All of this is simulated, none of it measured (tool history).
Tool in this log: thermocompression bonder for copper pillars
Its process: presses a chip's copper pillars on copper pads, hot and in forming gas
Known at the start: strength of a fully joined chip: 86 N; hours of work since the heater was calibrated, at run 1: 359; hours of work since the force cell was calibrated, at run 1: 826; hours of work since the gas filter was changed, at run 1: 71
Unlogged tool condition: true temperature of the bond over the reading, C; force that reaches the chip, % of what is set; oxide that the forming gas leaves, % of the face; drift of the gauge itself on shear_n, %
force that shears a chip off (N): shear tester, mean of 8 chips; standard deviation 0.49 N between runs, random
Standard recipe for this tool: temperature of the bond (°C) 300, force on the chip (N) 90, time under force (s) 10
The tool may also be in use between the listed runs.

| run | hour | temperature of the bond (°C) | force on the chip (N) | time under force (s) | hours of work since the heater was calibrated | hours of work since the force cell was calibrated | hours of work since the gas filter was changed | force that shears a chip off (N) |
|---|---|---|---|---|---|---|---|---|
| 1 | 0.0 | 300 | 90 | 10 | 359 | 826 | 71 | 50.2 |
| 2 | 22.8 | 300 | 90 | 10 | 374 | 840 | 86 | 49.9 |
| 3 | 32.2 | 300 | 90 | 28 | 380 | 847 | 93 | 66.9 |
| 4 | 52.5 | 300 | 90 | 10 | 393 | 860 | 106 | 50.9 |
| 5 | 71.4 | 300 | 90 | 10 | 405 | 872 | 118 | 51.2 |
| 6 | 83.5 | 300 | 90 | 10 | 413 | 880 | 126 | 50.5 |
| 7 | 97.7 | 300 | 90 | 10 | 423 | 889 | 135 | 50.4 |
| 8 | 111.8 | 300 | 90 | 10 | 432 | 899 | 145 | 51.3 |
| 9 | 130.7 | 300 | 90 | 10 | 444 | 911 | 157 | 50.5 |
| 10 | 141.6 | 300 | 90 | 10 | 451 | 918 | 164 | 50.9 |
| 11 | 159.5 | 300 | 90 | 10 | 463 | 930 | 176 | 50.8 |
| 12 | 176.1 | 300 | 90 | 10 | 474 | 941 | 187 | 50.3 |
|  | 184.3 | force cell calibrated |
| 13 | 196.6 | 307 | 84 | 18 | 486 | 8 | 199 | 61.5 |
| 14 | 206.3 | 319 | 84 | 23 | 493 | 14 | 205 | 68.9 |
| 15 | 228.6 | 300 | 55 | 7 | 507 | 29 | 220 | 30.4 |
| 16 | 239.6 | 300 | 56 | 6 | 514 | 36 | 227 | 29.2 |
| 17 | 257.5 | 300 | 56 | 6 | 526 | 48 | 239 | 28.3 |
|  | 262.0 | forming gas filter changed |
| 18 | 270.0 | 300 | 56 | 6 | 534 | 56 | 5 | 29.3 |

Entry by entry between the runs, the difference in hidden state between the last listed run before and the first listed run after:
Run 12 -> run 13: force cell calibrated (hour 184.3)
  force that reaches the chip, % of what is set: 99.7 -> 100; oxide that the forming gas leaves, % of the face: 0.82 -> 0.84
Run 17 -> run 18: forming gas filter changed (hour 262.0)
  oxide that the forming gas leaves, % of the face: 0.9 -> 0.51
